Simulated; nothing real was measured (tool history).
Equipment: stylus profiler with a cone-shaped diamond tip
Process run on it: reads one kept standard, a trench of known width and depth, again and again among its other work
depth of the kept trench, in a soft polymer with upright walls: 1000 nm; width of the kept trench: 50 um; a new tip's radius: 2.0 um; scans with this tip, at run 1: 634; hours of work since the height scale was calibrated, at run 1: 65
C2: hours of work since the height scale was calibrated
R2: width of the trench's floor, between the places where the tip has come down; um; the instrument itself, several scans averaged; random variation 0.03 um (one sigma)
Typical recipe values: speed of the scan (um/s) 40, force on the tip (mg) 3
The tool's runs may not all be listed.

Run 1, hour 0: usual settings; scans with this tip 634; C2 65. Result: depth of the trench (Å) 10072.2, R2 46.37 um.
Run 2, hour 127.8: usual settings; scans with this tip 1523; C2 157. Result: depth of the trench (Å) 10072.7, R2 46.26 um.
Run 3, hour 267.4: usual settings; scans with this tip 2493; C2 257. Result: depth of the trench (Å) 10079.7, R2 46.09 um.
Run 4, hour 375.3: usual settings; scans with this tip 3243; C2 334. Result: depth of the trench (Å) 10078.4, R2 46.06 um.
Run 5, hour 507.9: usual settings but speed of the scan (um/s) 13; scans with this tip 4164; C2 429. Result: depth of the trench (Å) 10080.1, R2 46.08 um.
Run 6, hour 639.9: usual settings but speed of the scan (um/s) 13; scans with this tip 5082; C2 523. Result: depth of the trench (Å) 10085.6, R2 45.98 um.
Run 7, hour 779.8: usual settings but speed of the scan (um/s) 13; scans with this tip 6054; C2 623. Result: depth of the trench (Å) 10084.9, R2 45.83 um.
Run 8, hour 839.8: usual settings but speed of the scan (um/s) 13; scans with this tip 6471; C2 666. Result: depth of the trench (Å) 10088.2, R2 45.84 um.
Run 9, hour 970.1: usual settings but speed of the scan (um/s) 13; scans with this tip 7377; C2 759. Result: depth of the trench (Å) 10087, R2 45.71 um.
Run 10, hour 1076: usual settings but speed of the scan (um/s) 16; scans with this tip 8113; C2 835. Result: depth of the trench (Å) 10094.6, R2 45.64 um.
Run 11, hour 1174.8: usual settings but speed of the scan (um/s) 151; scans with this tip 8800; C2 906. Result: depth of the trench (Å) 10097, R2 45.02 um.
Run 12, hour 1266.7: usual settings but speed of the scan (um/s) 151; scans with this tip 9438; C2 971. Result: depth of the trench (Å) 10098, R2 44.9 um.
Run 13, hour 1376.7: usual settings but speed of the scan (um/s) 151; scans with this tip 10203; C2 1050. Result: depth of the trench (Å) 10101.5, R2 44.82 um.
Run 14, hour 1466.6: usual settings but speed of the scan (um/s) 23; scans with this tip 10828; C2 1114. Result: depth of the trench (Å) 10102.8, R2 45.34 um.
Run 15, hour 1592.4: usual settings but force on the tip (mg) 1.76; scans with this tip 11702; C2 1204. Result: depth of the trench (Å) 10088, R2 45.06 um.
Run 16, hour 1660.1: usual settings but force on the tip (mg) 1.76; scans with this tip 12173; C2 1253. Result: depth of the trench (Å) 10085, R2 45.08 um.
Run 17, hour 1763.5: usual settings but force on the tip (mg) 1.76; scans with this tip 12891; C2 1327. Result: depth of the trench (Å) 10087.4, R2 45.02 um.
Run 18, hour 1829.8: usual settings but force on the tip (mg) 1.76; scans with this tip 13352; C2 1374. Result: depth of the trench (Å) 10092.5, R2 45.03 um.
Run 19, hour 1939.1: usual settings; scans with this tip 14112; C2 1452. Result: depth of the trench (Å) 10112.1, R2 44.92 um.
Run 20, hour 2009.5: usual settings; scans with this tip 14601; C2 1503. Result: depth of the trench (Å) 10111.8, R2 44.88 um.
At hour 2092.4: height scale calibrated on a step standard.
Run 21, hour 2117.7: usual settings but speed of the scan (um/s) 54, force on the tip (mg) 2.04; scans with this tip 15350; C2 18. Result: depth of the trench (Å) 10054.2, R2 44.73 um.
Run 22, hour 2247.5: usual settings but speed of the scan (um/s) 136, force on the tip (mg) 4.78; scans with this tip 16252; C2 111. Result: depth of the trench (Å) 10096.4, R2 44.47 um.
Run 23, hour 2317.2: usual settings but force on the tip (mg) 3.4; scans with this tip 16736; C2 161. Result: depth of the trench (Å) 10078.6, R2 44.75 um.
Run 24, hour 2427.3: usual settings but speed of the scan (um/s) 56, force on the tip (mg) 3.4; scans with this tip 17502; C2 240. Result: depth of the trench (Å) 10087.8, R2 44.58 um.
Run 25, hour 2565.4: usual settings but speed of the scan (um/s) 56, force on the tip (mg) 3.4; scans with this tip 18461; C2 338. Result: depth of the trench (Å) 10085.7, R2 44.58 um.
Run 26, hour 2698.7: usual settings but force on the tip (mg) 6.56; scans with this tip 19388; C2 434. Result: depth of the trench (Å) 10130.1, R2 44.59 um.
Run 27, hour 2832.5: usual settings but speed of the scan (um/s) 24, force on the tip (mg) 1.84; scans with this tip 20318; C2 529. Result: depth of the trench (Å) 10068.3, R2 44.53 um.
Run 28, hour 2895.1: usual settings but speed of the scan (um/s) 101; scans with this tip 20753; C2 574. Result: depth of the trench (Å) 10090.2, R2 44.13 um.
Run 29, hour 2961.2: usual settings but speed of the scan (um/s) 101; scans with this tip 21213; C2 621. Result: depth of the trench (Å) 10086.3, R2 44.07 um.
Run 30, hour 3057.8: usual settings but speed of the scan (um/s) 101; scans with this tip 21884; C2 691. Result: depth of the trench (Å) 10089.5, R2 44.12 um.
Run 31, hour 3133: usual settings but speed of the scan (um/s) 101; scans with this tip 22406; C2 744. Result: depth of the trench (Å) 10092.2, R2 44.05 um.
Run 32, hour 3262.5: usual settings but speed of the scan (um/s) 114, force on the tip (mg) 1.52; scans with this tip 23307; C2 837. Result: depth of the trench (Å) 10067.2, R2 43.63 um.
Run 33, hour 3360.4: usual settings but speed of the scan (um/s) 24, force on the tip (mg) 1.52; scans with this tip 23987; C2 907. Result: depth of the trench (Å) 10066.8, R2 44.14 um.
Run 34, hour 3484.6: usual settings but speed of the scan (um/s) 16, force on the tip (mg) 1.51; scans with this tip 24850; C2 996. Result: depth of the trench (Å) 10075.4, R2 44.18 um.
Run 35, hour 3622: usual settings but speed of the scan (um/s) 39, force on the tip (mg) 1.51; scans with this tip 25806; C2 1094. Result: depth of the trench (Å) 10074.2, R2 43.93 um.
Run 36, hour 3719.4: usual settings but speed of the scan (um/s) 51, force on the tip (mg) 6.36; scans with this tip 26482; C2 1164. Result: depth of the trench (Å) 10149.1, R2 44.07 um.
Run 37, hour 3803.4: usual settings but speed of the scan (um/s) 51, force on the tip (mg) 6.36; scans with this tip 27066; C2 1224. Result: depth of the trench (Å) 10152.8, R2 44 um.

Across each entry between runs, compare the hidden state at the last listed run before it with the hidden state at the first listed run after it:
In the gap between runs 20 and 21: height scale calibrated on a step standard (hour 2092.4)
  radius of the tip, um: 3.51 -> 3.59; height scale over the true one, %: 0.452 -> 0.009
  the result without the hidden state subtracted from the measured one, depth of the trench (Å): +45.5 -> +0.9; R2: -1.45 -> -1.51 um
